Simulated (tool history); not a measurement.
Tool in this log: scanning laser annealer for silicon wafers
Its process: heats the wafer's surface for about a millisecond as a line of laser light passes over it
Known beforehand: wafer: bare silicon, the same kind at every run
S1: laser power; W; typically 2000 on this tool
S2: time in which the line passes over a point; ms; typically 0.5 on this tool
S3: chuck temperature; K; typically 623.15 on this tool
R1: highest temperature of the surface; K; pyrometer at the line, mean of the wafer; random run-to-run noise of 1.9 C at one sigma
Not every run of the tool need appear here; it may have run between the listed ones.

run 1 hour=0 | S1=2000 S2=0.5 S3=623.15 | R1=1372.15
run 2 hour=21.7 | S1=2000 S2=0.5 S3=623.15 | R1=1370.15
run 3 hour=39.2 | S1=2000 S2=0.5 S3=623.15 | R1=1372.15
run 4 hour=53.2 | S1=2000 S2=0.5 S3=652.15 | R1=1403.15
run 5 hour=63.3 | S1=2000 S2=0.5 S3=623.15 | R1=1371.15
run 6 hour=84.1 | S1=2000 S2=0.5 S3=623.15 | R1=1375.15
run 7 hour=98.6 | S1=2000 S2=0.5 S3=623.15 | R1=1370.15
run 8 hour=111.1 | S1=2000 S2=0.352 S3=623.15 | R1=1240.15
run 9 hour=122.4 | S1=2000 S2=0.352 S3=623.15 | R1=1242.15
run 10 hour=135.8 | S1=2000 S2=0.352 S3=623.15 | R1=1241.15
run 11 hour=157.4 | S1=2000 S2=0.352 S3=623.15 | R1=1241.15
run 12 hour=170.4 | S1=2000 S2=0.352 S3=623.15 | R1=1240.15
-- hour=177.6 window over the wafer cleaned
run 13 hour=194.4 | S1=2052 S2=0.396 S3=627.15 | R1=1304.15
run 14 hour=210.9 | S1=2000 S2=0.427 S3=594.15 | R1=1282.15
run 15 hour=231.1 | S1=1742 S2=0.417 S3=651.15 | R1=1245.15
run 16 hour=251.4 | S1=2193 S2=0.355 S3=584.15 | R1=1267.15
run 17 hour=264.2 | S1=1828 S2=0.618 S3=623.15 | R1=1392.15
run 18 hour=279.4 | S1=1769 S2=0.582 S3=610.15 | R1=1329.15
run 19 hour=297.7 | S1=1967 S2=0.409 S3=602.15 | R1=1262.15
run 20 hour=311.7 | S1=2000 S2=0.585 S3=628.15 | R1=1441.15
run 21 hour=326 | S1=2083 S2=0.351 S3=596.15 | R1=1241.15
run 22 hour=339 | S1=1791 S2=0.433 S3=620.15 | R1=1243.15
run 23 hour=356.2 | S1=1791 S2=0.433 S3=620.15 | R1=1242.15
run 24 hour=373.6 | S1=1982 S2=0.373 S3=611.15 | R1=1246.15

Here are 5 independent what-if runs from the current tool condition. What would each one return?
run A hour=388.3 | S1=1982 S2=0.373 S3=660.15 | R1=?
run B hour=388.3 | S1=2159 S2=0.585 S3=603.15 | R1=?
run C hour=388.3 | S1=2184 S2=0.54 S3=622.15 | R1=?
run D hour=388.3 | S1=1881 S2=0.397 S3=593.15 | R1=?
run E hour=388.3 | S1=2139 S2=0.42 S3=611.15 | R1=?

run=A R1=1294.15
run=B R1=1481.15
run=C R1=1473.15
run=D R1=1217.15
run=E R1=1339.15
The same runs, with their run-to-run variation unchanged, on a tool lacking any hidden condition would have given:
run=A R1=1295.15
run=B R1=1481.15
run=C R1=1474.15
run=D R1=1218.15
run=E R1=1340.15
